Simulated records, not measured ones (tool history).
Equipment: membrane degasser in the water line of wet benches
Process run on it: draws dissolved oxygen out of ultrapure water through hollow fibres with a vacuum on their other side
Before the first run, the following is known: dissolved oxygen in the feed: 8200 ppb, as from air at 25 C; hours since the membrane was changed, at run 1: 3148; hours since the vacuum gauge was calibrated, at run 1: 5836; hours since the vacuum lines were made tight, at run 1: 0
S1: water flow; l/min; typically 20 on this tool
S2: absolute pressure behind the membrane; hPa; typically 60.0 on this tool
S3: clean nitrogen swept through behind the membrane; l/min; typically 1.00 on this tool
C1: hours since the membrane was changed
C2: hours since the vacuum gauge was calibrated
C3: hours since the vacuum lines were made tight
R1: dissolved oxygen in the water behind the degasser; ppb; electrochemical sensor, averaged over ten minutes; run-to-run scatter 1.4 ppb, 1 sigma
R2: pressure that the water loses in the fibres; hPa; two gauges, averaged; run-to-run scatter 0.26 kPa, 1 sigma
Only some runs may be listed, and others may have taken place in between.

Run 1, day 0.000: usual settings; C1 3148; C2 5836; C3 0. Result: R1 153.8 ppb, R2 715.8 hPa.
Run 2, day 1.862: usual settings but S2 130.7 hPa; C1 3193; C2 5880; C3 45. Result: R1 446.0 ppb, R2 717.6 hPa.
Run 3, day 5.883: usual settings but S3 2.49 l/min; C1 3289; C2 5977; C3 141. Result: R1 74.8 ppb, R2 711.9 hPa.
Run 4, day 8.267: usual settings but S3 2.49 l/min; C1 3346; C2 6034; C3 198. Result: R1 74.7 ppb, R2 713.9 hPa.
Run 5, day 10.167: usual settings but S3 2.49 l/min; C1 3392; C2 6080; C3 244. Result: R1 76.2 ppb, R2 717.3 hPa.
Run 6, day 13.775: usual settings but S1 18 l/min; C1 3479; C2 6166; C3 331. Result: R1 137.4 ppb, R2 646.0 hPa.
Run 7, day 15.908: usual settings but S1 18 l/min; C1 3530; C2 6218; C3 382. Result: R1 138.4 ppb, R2 650.1 hPa.
Run 8, day 17.988: usual settings but S1 18 l/min; C1 3580; C2 6267; C3 432. Result: R1 139.3 ppb, R2 649.8 hPa.
Run 9, day 21.629: usual settings but S3 0.72 l/min; C1 3667; C2 6355; C3 519. Result: R1 198.6 ppb, R2 719.5 hPa.
Run 10, day 24.412: usual settings but S3 0.72 l/min; C1 3734; C2 6422; C3 586. Result: R1 201.5 ppb, R2 722.4 hPa.
Run 11, day 28.575: usual settings but S2 72.3 hPa; C1 3834; C2 6521; C3 686. Result: R1 206.1 ppb, R2 723.1 hPa.
Run 12, day 31.104: usual settings but S1 16 l/min, S2 127.8 hPa, S3 2.21 l/min; C1 3895; C2 6582; C3 746. Result: R1 178.6 ppb, R2 579.7 hPa.
Run 13, day 35.112: usual settings but S2 51.3 hPa, S3 2.00 l/min; C1 3991; C2 6678; C3 843. Result: R1 70.7 ppb, R2 720.4 hPa.
Run 14, day 36.821: usual settings but S1 12 l/min, S2 87.1 hPa, S3 0.49 l/min; C1 4032; C2 6719; C3 884. Result: R1 314.0 ppb, R2 437.0 hPa.
Run 15, day 38.833: usual settings but S1 12 l/min, S2 87.1 hPa, S3 0.49 l/min; C1 4080; C2 6768; C3 932. Result: R1 311.0 ppb, R2 434.3 hPa.
Run 16, day 40.550: usual settings but S1 24 l/min, S2 113.1 hPa, S3 0.49 l/min; C1 4121; C2 6809; C3 973. Result: R1 769.5 ppb, R2 868.9 hPa.
Run 17, day 44.454: usual settings but S2 99.6 hPa, S3 1.35 l/min; C1 4215; C2 6903; C3 1067. Result: R1 257.7 ppb, R2 723.4 hPa.
Run 18, day 47.392: usual settings but S2 99.6 hPa, S3 1.35 l/min; C1 4285; C2 6973; C3 1137. Result: R1 253.9 ppb, R2 722.5 hPa.
Run 19, day 50.183: usual settings but S2 99.6 hPa, S3 1.35 l/min; C1 4353; C2 7040; C3 1204. Result: R1 254.1 ppb, R2 723.3 hPa.
Run 20, day 52.904: usual settings but S2 104.4 hPa; C1 4418; C2 7105; C3 1270. Result: R1 346.9 ppb, R2 720.8 hPa.
Run 21, day 55.775: usual settings but S1 16 l/min, S2 109.9 hPa, S3 0.59 l/min; C1 4487; C2 7174; C3 1339. Result: R1 463.1 ppb, R2 580.4 hPa.

5 options for the next run, each taken on its own from the tool as it stands now. Forecast them:
Run A, day 58.392: usual settings but S2 104.9 hPa; C1 4550; C2 7237; C3 1401. Result: R1 ?, R2 ?.
Run B, day 58.392: usual settings but S1 31 l/min, S2 87.7 hPa, S3 0.59 l/min; C1 4550; C2 7237; C3 1401. Result: R1 ?, R2 ?.
Run C, day 58.392: usual settings but S2 68.6 hPa, S3 1.41 l/min; C1 4550; C2 7237; C3 1401. Result: R1 ?, R2 ?.
Run D, day 58.392: usual settings but S1 16 l/min, S2 119.6 hPa, S3 0.97 l/min; C1 4550; C2 7237; C3 1401. Result: R1 ?, R2 ?.
Run E, day 58.392: usual settings but S2 53.5 hPa; C1 4550; C2 7237; C3 1401. Result: R1 ?, R2 ?.

run     R1      R2
  A  353.0   725.1
  B  596.7  1124.4
  C  146.5   721.4
  D  346.4   579.0
  E  128.7   724.9
Without the tool's unlogged condition, the same runs would have read:
run     R1      R2
  A  329.9   694.9
  B  553.6  1077.6
  C  128.9   691.4
  D  326.4   554.9
  E  106.5   694.7
